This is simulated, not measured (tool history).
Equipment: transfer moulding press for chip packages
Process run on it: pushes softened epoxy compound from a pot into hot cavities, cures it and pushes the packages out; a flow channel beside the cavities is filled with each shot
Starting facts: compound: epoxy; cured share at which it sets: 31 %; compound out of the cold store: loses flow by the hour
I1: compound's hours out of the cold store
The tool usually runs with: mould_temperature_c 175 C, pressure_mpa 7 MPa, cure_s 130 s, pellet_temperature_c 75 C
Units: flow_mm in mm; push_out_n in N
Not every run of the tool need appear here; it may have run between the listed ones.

Run 1, hour 0: usual settings; I1 46.1. Result: flow_mm 694 mm, push_out_n 185 N.
Run 2, hour 7.2: usual settings; I1 43.7. Result: flow_mm 694 mm, push_out_n 194 N.
Run 3, hour 15.9: usual settings; I1 46.4. Result: flow_mm 691 mm, push_out_n 199 N.
Run 4, hour 21: usual settings; I1 31.2. Result: flow_mm 721 mm, push_out_n 207 N.
Run 5, hour 30.2: usual settings; I1 13.3. Result: flow_mm 753 mm, push_out_n 191 N.
Run 6, hour 37: usual settings; I1 10.8. Result: flow_mm 759 mm, push_out_n 193 N.
Run 7, hour 43.6: usual settings; I1 35.3. Result: flow_mm 713 mm, push_out_n 195 N.
Run 8, hour 51.4: usual settings; I1 17.8. Result: flow_mm 743 mm, push_out_n 201 N.
Run 9, hour 62.5: usual settings; I1 24.3. Result: flow_mm 732 mm, push_out_n 202 N.
Run 10, hour 68.9: usual settings; I1 40.6. Result: flow_mm 703 mm, push_out_n 198 N.
Run 11, hour 74.9: usual settings; I1 19.4. Result: flow_mm 737 mm, push_out_n 197 N.
Run 12, hour 82.8: usual settings; I1 24. Result: flow_mm 730 mm, push_out_n 197 N.
Run 13, hour 89: usual settings but pressure_mpa 8.57 MPa; I1 32. Result: flow_mm 794 mm, push_out_n 199 N.
Run 14, hour 96.8: usual settings but mould_temperature_c 168 C; I1 27.3. Result: flow_mm 745 mm, push_out_n 275 N.
Run 15, hour 103.5: usual settings but mould_temperature_c 168 C; I1 19.1. Result: flow_mm 754 mm, push_out_n 286 N.
Run 16, hour 110.3: usual settings but mould_temperature_c 168 C; I1 30.1. Result: flow_mm 734 mm, push_out_n 286 N.
Run 17, hour 118.1: usual settings but pressure_mpa 5.81 MPa, cure_s 137 s; I1 22.7. Result: flow_mm 670 mm, push_out_n 187 N.
Run 18, hour 123: usual settings but pressure_mpa 5.81 MPa, cure_s 137 s; I1 17.4. Result: flow_mm 678 mm, push_out_n 189 N.
Run 19, hour 130.3: usual settings but cure_s 111 s; I1 29.3. Result: flow_mm 722 mm, push_out_n 238 N.
Run 20, hour 140.3: usual settings but mould_temperature_c 177 C, pressure_mpa 6.3 MPa, cure_s 153 s, pellet_temperature_c 79 C; I1 34. Result: flow_mm 672 mm, push_out_n 184 N.
Run 21, hour 150.1: usual settings but mould_temperature_c 177 C, pressure_mpa 6.3 MPa, cure_s 153 s, pellet_temperature_c 79 C; I1 45.3. Result: flow_mm 655 mm, push_out_n 175 N.
Run 22, hour 158.1: usual settings but mould_temperature_c 183 C, cure_s 121 s; I1 33.3. Result: flow_mm 701 mm, push_out_n 185 N.
Run 23, hour 168.1: usual settings but mould_temperature_c 183 C, cure_s 121 s; I1 10.3. Result: flow_mm 738 mm, push_out_n 182 N.
Run 24, hour 173.1: usual settings but mould_temperature_c 182 C, pressure_mpa 5.45 MPa; I1 26.7. Result: flow_mm 625 mm, push_out_n 179 N.
Run 25, hour 180.1: usual settings but mould_temperature_c 182 C, pressure_mpa 5.45 MPa; I1 26.8. Result: flow_mm 632 mm, push_out_n 184 N.
Run 26, hour 188.2: usual settings but mould_temperature_c 182 C, pressure_mpa 5.45 MPa; I1 12. Result: flow_mm 652 mm, push_out_n 183 N.
Run 27, hour 196.4: usual settings but cure_s 134 s, pellet_temperature_c 77 C; I1 17.8. Result: flow_mm 741 mm, push_out_n 193 N.
Run 28, hour 206.2: usual settings but mould_temperature_c 168 C, pressure_mpa 7.78 MPa, cure_s 110 s, pellet_temperature_c 79 C; I1 34.7. Result: flow_mm 768 mm, push_out_n 393 N.
Run 29, hour 212.6: usual settings but mould_temperature_c 167 C, pressure_mpa 8.77 MPa, cure_s 110 s, pellet_temperature_c 79 C; I1 34.3. Result: flow_mm 820 mm, push_out_n 418 N.

Put back what was entered between runs (3 entries, withheld): which listed runs does each sit between, and how does the hidden state differ from the listed run before to the listed run after?
After run 8, before run 9: cavities cleaned with cleaning compound and waxed (hour 61.9)
  grip of the stained cavities, % over clean ones': 0.8 -> 0
After run 18, before run 19: cavities cleaned with cleaning compound and waxed (hour 128)
  grip of the stained cavities, % over clean ones': 0.8 -> 0
After run 26, before run 27: cavities cleaned with cleaning compound and waxed (hour 194.4)
  grip of the stained cavities, % over clean ones': 0.8 -> 0.1
